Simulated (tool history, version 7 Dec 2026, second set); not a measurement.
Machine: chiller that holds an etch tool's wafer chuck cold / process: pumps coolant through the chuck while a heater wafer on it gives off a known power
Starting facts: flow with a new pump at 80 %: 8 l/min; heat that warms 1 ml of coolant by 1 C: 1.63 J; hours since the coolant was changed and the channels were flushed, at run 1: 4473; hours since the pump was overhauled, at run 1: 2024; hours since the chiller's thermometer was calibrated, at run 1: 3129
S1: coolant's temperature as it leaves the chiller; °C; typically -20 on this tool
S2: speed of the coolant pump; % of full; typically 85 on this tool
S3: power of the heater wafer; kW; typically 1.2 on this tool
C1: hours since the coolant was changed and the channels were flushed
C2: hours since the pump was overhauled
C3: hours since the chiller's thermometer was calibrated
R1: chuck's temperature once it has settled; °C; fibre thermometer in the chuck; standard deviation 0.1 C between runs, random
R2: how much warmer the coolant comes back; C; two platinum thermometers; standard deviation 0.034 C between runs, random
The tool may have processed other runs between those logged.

{"run": 1, "hour": 0.0, "S1": -20, "S2": 85, "S3": 1.2, "C1": 4473, "C2": 2024, "C3": 3129, "R1": -10.6, "R2": 5.11}
{"run": 2, "hour": 50.8, "S1": -20, "S2": 85, "S3": 1.76, "C1": 4523, "C2": 2075, "C3": 3179, "R1": -6.4, "R2": 7.6}
{"run": 3, "hour": 116.7, "S1": -20, "S2": 85, "S3": 1.76, "C1": 4589, "C2": 2141, "C3": 3245, "R1": -6.6, "R2": 7.62}
{"run": 4, "hour": 161.7, "S1": -11, "S2": 85, "S3": 1.2, "C1": 4634, "C2": 2186, "C3": 3290, "R1": -1.7, "R2": 5.18}
{"run": 5, "hour": 221.8, "S1": -20, "S2": 97, "S3": 1.2, "C1": 4695, "C2": 2246, "C3": 3351, "R1": -11.7, "R2": 4.53}
{"run": 6, "hour": 278.6, "S1": -20, "S2": 62, "S3": 1.2, "C1": 4751, "C2": 2303, "C3": 3407, "R1": -8.1, "R2": 6.94}
{"run": 7, "hour": 315.5, "S1": -20, "S2": 62, "S3": 1.2, "C1": 4788, "C2": 2340, "C3": 3444, "R1": -7.8, "R2": 6.92}
{"run": 8, "hour": 369.2, "S1": -20, "S2": 62, "S3": 1.2, "C1": 4842, "C2": 2393, "C3": 3498, "R1": -8, "R2": 7.02}
{"run": 9, "hour": 410.8, "S1": -20, "S2": 62, "S3": 1.2, "C1": 4883, "C2": 2435, "C3": 3540, "R1": -7.9, "R2": 7}
{"run": 10, "hour": 438.7, "S1": -26, "S2": 73, "S3": 1.137, "C1": 4911, "C2": 2463, "C3": 3567, "R1": -16, "R2": 5.69}
{"run": 11, "hour": 473.5, "S1": -26, "S2": 73, "S3": 1.137, "C1": 4946, "C2": 2498, "C3": 3602, "R1": -16, "R2": 5.59}
{"run": 12, "hour": 525.8, "S1": -11, "S2": 85, "S3": 1.438, "C1": 4998, "C2": 2550, "C3": 3654, "R1": 0.2, "R2": 6.13}
{"run": 13, "hour": 566.1, "S1": -12, "S2": 85, "S3": 1.536, "C1": 5039, "C2": 2590, "C3": 3695, "R1": -0.2, "R2": 6.52}
{"run": 14, "hour": 631.9, "S1": -20, "S2": 85, "S3": 1.2, "C1": 5105, "C2": 2656, "C3": 3761, "R1": -10.8, "R2": 5.01}
{"run": 15, "hour": 665.6, "S1": -20, "S2": 85, "S3": 1.2, "C1": 5138, "C2": 2690, "C3": 3794, "R1": -10.9, "R2": 5.09}

Had the tool no unlogged condition, and each run kept its random variation, what would the results have been?
Hidden conditions of the tool in this case: heat passed by the chuck's channels, % of clean ones'; flow at a given pump speed, % of a new pump's; coolant's true temperature over the reading, C; drift of the gauge itself on chuck_c, C; drift of the gauge itself on warmer_back_c, C.
run=1 R2=5.11
run=2 R2=7.61
run=3 R2=7.64
run=4 R2=5.21
run=5 R2=4.57
run=6 R2=6.99
run=7 R2=6.99
run=8 R2=7.1
run=9 R2=7.09
run=10 R2=5.78
run=11 R2=5.69
run=12 R2=6.24
run=13 R2=6.64
run=14 R2=5.15
run=15 R2=5.23
R1: differs from the measured result by no more than 0.1 °C in any run.
